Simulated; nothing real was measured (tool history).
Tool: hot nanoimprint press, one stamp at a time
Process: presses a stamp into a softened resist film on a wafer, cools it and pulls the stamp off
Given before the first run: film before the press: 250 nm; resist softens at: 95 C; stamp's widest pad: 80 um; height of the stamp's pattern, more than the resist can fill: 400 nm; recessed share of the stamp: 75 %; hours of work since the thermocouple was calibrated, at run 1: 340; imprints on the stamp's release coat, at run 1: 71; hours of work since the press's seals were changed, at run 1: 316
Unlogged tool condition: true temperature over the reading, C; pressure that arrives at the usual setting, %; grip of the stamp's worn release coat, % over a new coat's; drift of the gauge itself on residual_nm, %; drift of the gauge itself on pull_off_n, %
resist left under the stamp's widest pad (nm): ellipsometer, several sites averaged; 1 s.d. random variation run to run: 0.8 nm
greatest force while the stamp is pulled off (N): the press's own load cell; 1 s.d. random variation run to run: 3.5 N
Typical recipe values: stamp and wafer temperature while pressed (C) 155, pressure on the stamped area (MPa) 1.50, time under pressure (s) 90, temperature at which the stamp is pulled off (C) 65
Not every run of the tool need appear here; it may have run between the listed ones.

run	hour	stamp and wafer temperature while pressed (C)	pressure on the stamped area (MPa)	time under pressure (s)	temperature at which the stamp is pulled off (C)	hours of work since the thermocouple was calibrated	imprints on the stamp's release coat	hours of work since the press's seals were changed	resist left under the stamp's widest pad (nm)	greatest force while the stamp is pulled off (N)
1	0.0	155	1.50	90	65	340	71	316	108.9	177
2	11.0	153	1.50	90	65	346	103	321	120.7	175
3	30.6	153	1.50	90	65	357	161	332	120.8	171
4	45.0	153	1.50	90	65	365	203	340	121.6	179
5	55.1	153	1.50	90	65	370	233	345	119.2	179
# hour 65.6: plate thermocouple calibrated
6	71.9	155	1.32	90	65	3	273	353	121.5	190
7	88.4	155	1.32	90	65	12	321	362	121.3	178
8	104.3	155	1.32	90	65	21	368	371	120.8	178
# hour 116.8: plate thermocouple calibrated, once more
9	125.3	152	1.50	90	65	5	421	380	124.0	180
10	136.9	152	1.50	90	65	11	455	387	122.1	182
11	152.4	155	1.50	90	65	19	500	395	107.1	183
12	164.0	155	1.50	90	65	26	535	401	105.5	185
13	174.7	155	1.50	90	65	31	566	407	106.3	193
14	189.7	155	1.50	90	65	40	610	415	107.4	180
15	209.8	155	1.50	90	65	50	669	426	106.4	191
16	223.5	160	1.50	45	50	58	709	434	109.2	216
17	237.6	164	1.15	79	51	66	750	441	84.3	215
18	249.5	155	1.50	179	66	72	785	448	81.3	193
19	262.1	148	1.50	108	65	79	822	454	141.0	191
20	280.5	148	1.50	108	55	89	876	464	139.3	209
21	290.2	155	1.50	84	57	94	905	470	110.5	206
22	305.5	166	1.05	136	67	102	950	478	63.8	192
# hour 314.9: stamp cleaned and given a new release coat
23	329.5	166	1.05	67	63	112	43	488	85.5	171
24	348.6	166	1.05	67	63	122	99	498	85.3	178
25	368.6	153	1.72	67	63	133	158	509	125.4	177
26	384.5	147	1.18	134	65	142	205	518	152.8	176
27	399.3	147	1.18	134	65	150	248	526	152.0	177
28	409.1	147	1.18	134	65	155	277	531	152.8	180
29	424.2	155	1.50	69	66	164	321	539	120.5	182

Take each entry between the runs: how does the hidden state at the last listed run before it differ from the hidden state at the first listed run after it?
Runs 5 to 6: plate thermocouple calibrated (hour 65.6)
  true temperature over the reading, C: -1.03 -> -1.75; pressure that arrives at the usual setting, %: 96.81 -> 96.74; grip of the stamp's worn release coat, % over a new coat's: 3.8 -> 4.5
  what was measured, less what the result would be without the hidden state, resist left under the stamp's widest pad (nm): +7.5 -> +11.3; greatest force while the stamp is pulled off (N): +8 -> +11
Runs 8 to 9: plate thermocouple calibrated, once more (hour 116.8)
  true temperature over the reading, C: -1.8 -> -0.12; pressure that arrives at the usual setting, %: 96.6 -> 96.51; grip of the stamp's worn release coat, % over a new coat's: 6 -> 6.9
  what was measured, less what the result would be without the hidden state, resist left under the stamp's widest pad (nm): +11.5 -> +2.6; greatest force while the stamp is pulled off (N): +12 -> +12
Runs 22 to 23: stamp cleaned and given a new release coat (hour 314.9)
  true temperature over the reading, C: -0.39 -> -0.41; pressure that arrives at the usual setting, %: 95.68 -> 95.6; grip of the stamp's worn release coat, % over a new coat's: 15.9 -> 0.7
  what was measured, less what the result would be without the hidden state, resist left under the stamp's widest pad (nm): +2.1 -> +2.8; greatest force while the stamp is pulled off (N): +27 -> +2

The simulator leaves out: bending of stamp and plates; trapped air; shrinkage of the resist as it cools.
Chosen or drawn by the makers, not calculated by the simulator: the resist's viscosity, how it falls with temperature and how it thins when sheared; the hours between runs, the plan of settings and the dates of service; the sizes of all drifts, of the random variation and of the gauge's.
